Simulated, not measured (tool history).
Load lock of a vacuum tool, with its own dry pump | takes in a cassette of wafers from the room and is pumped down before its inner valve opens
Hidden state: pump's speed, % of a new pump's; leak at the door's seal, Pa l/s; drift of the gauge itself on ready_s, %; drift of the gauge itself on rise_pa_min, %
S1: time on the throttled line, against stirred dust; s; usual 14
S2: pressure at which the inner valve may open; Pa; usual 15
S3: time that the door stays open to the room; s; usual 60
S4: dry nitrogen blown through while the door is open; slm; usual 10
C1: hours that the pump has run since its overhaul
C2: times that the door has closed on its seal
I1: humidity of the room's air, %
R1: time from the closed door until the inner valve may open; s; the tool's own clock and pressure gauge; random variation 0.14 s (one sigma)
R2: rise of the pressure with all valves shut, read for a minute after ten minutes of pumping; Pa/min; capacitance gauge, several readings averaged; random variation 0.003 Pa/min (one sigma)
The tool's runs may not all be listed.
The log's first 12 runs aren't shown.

Run 13, day 45.600: usual settings; C1 7228; C2 24289; I1 47.3. Result: R1 28.3 s, R2 0.049 Pa/min.
Run 14, day 49.292: usual settings but S2 13 Pa; C1 7317; C2 24673; I1 47.5. Result: R1 28.6 s, R2 0.060 Pa/min.
Run 15, day 53.988: usual settings; C1 7429; C2 25160; I1 43.2. Result: R1 28.1 s, R2 0.055 Pa/min.
Run 16, day 57.033: usual settings; C1 7503; C2 25477; I1 43.1. Result: R1 28.2 s, R2 0.047 Pa/min.
Run 17, day 59.762: usual settings but S4 42 slm; C1 7568; C2 25760; I1 45.4. Result: R1 28.5 s, R2 0.024 Pa/min.
Run 18, day 64.312: usual settings but S2 17 Pa; C1 7677; C2 26232; I1 43.3. Result: R1 28.1 s, R2 0.056 Pa/min.
Run 19, day 68.300: usual settings but S2 17 Pa; C1 7773; C2 26646; I1 45.1. Result: R1 28.0 s, R2 0.049 Pa/min.
Run 20, day 73.771: usual settings but S1 26 s, S2 20 Pa, S3 178 s; C1 7904; C2 27214; I1 45.7. Result: R1 37.5 s, R2 0.112 Pa/min.
Run 21, day 77.046: usual settings but S4 5 slm; C1 7983; C2 27554; I1 44.3. Result: R1 28.4 s, R2 0.062 Pa/min.
Run 22, day 80.975: usual settings but S4 5 slm; C1 8077; C2 27962; I1 40.8. Result: R1 28.3 s, R2 0.056 Pa/min.
Run 23, day 85.729: usual settings but S1 7 s, S2 10 Pa, S3 48 s; C1 8191; C2 28455; I1 40.8. Result: R1 23.6 s, R2 0.049 Pa/min.
Run 24, day 88.183: usual settings but S1 13 s, S2 24 Pa, S4 19 slm; C1 8250; C2 28710; I1 44.6. Result: R1 26.5 s, R2 0.040 Pa/min.
Run 25, day 92.938: usual settings but S1 13 s, S2 17 Pa, S3 31 s, S4 19 slm; C1 8364; C2 29204; I1 44.4. Result: R1 27.2 s, R2 0.032 Pa/min.
Run 26, day 96.125: usual settings but S1 15 s, S2 14 Pa, S3 45 s, S4 6 slm; C1 8441; C2 29535; I1 46.8. Result: R1 29.5 s, R2 0.050 Pa/min.
Run 27, day 99.138: usual settings but S1 15 s, S2 14 Pa, S3 45 s, S4 6 slm; C1 8513; C2 29848; I1 43.0. Result: R1 29.2 s, R2 0.050 Pa/min.
Run 28, day 103.275: usual settings but S1 15 s, S2 14 Pa, S3 230 s, S4 6 slm; C1 8612; C2 30277; I1 39.3. Result: R1 29.6 s, R2 0.135 Pa/min.
Run 29, day 108.358: usual settings but S2 18 Pa, S3 98 s; C1 8734; C2 30805; I1 44.0. Result: R1 28.2 s, R2 0.069 Pa/min.
Run 30, day 113.658: usual settings but S2 18 Pa, S3 36 s, S4 34 slm; C1 8862; C2 31355; I1 47.8. Result: R1 27.9 s, R2 0.027 Pa/min.
Run 31, day 116.121: usual settings but S2 18 Pa, S3 36 s, S4 34 slm; C1 8921; C2 31610; I1 46.0. Result: R1 28.2 s, R2 0.022 Pa/min.
Run 32, day 121.633: usual settings but S2 18 Pa, S3 36 s, S4 29 slm; C1 9053; C2 32183; I1 41.9. Result: R1 28.1 s, R2 0.028 Pa/min.
Run 33, day 124.408: usual settings but S1 15 s, S3 192 s, S4 12 slm; C1 9120; C2 32471; I1 45.1. Result: R1 29.2 s, R2 0.100 Pa/min.

4 ways to go on from here, each from the tool as it stands after run 33. What would each give?
Run A, day 127.796: usual settings but S1 8 s, S2 17 Pa, S3 188 s, S4 12 slm; C1 9201; C2 32823; I1 46.8. Result: R1 ?, R2 ?.
Run B, day 127.796: usual settings but S3 68 s, S4 16 slm; C1 9201; C2 32823; I1 48.4. Result: R1 ?, R2 ?.
Run C, day 127.796: usual settings but S1 9 s; C1 9201; C2 32823; I1 39.8. Result: R1 ?, R2 ?.
Run D, day 127.796: usual settings but S1 28 s, S2 20 Pa, S3 59 s, S4 12 slm; C1 9201; C2 32823; I1 44.1. Result: R1 ?, R2 ?.

run    R1     R2
  A  23.2  0.109
  B  28.2  0.048
  C  24.3  0.049
  D  39.2  0.046
Without the tool's hidden state the same runs would have given:
run    R1     R2
  A  23.2  0.107
  B  28.2  0.046
  C  24.3  0.047
  D  39.2  0.044

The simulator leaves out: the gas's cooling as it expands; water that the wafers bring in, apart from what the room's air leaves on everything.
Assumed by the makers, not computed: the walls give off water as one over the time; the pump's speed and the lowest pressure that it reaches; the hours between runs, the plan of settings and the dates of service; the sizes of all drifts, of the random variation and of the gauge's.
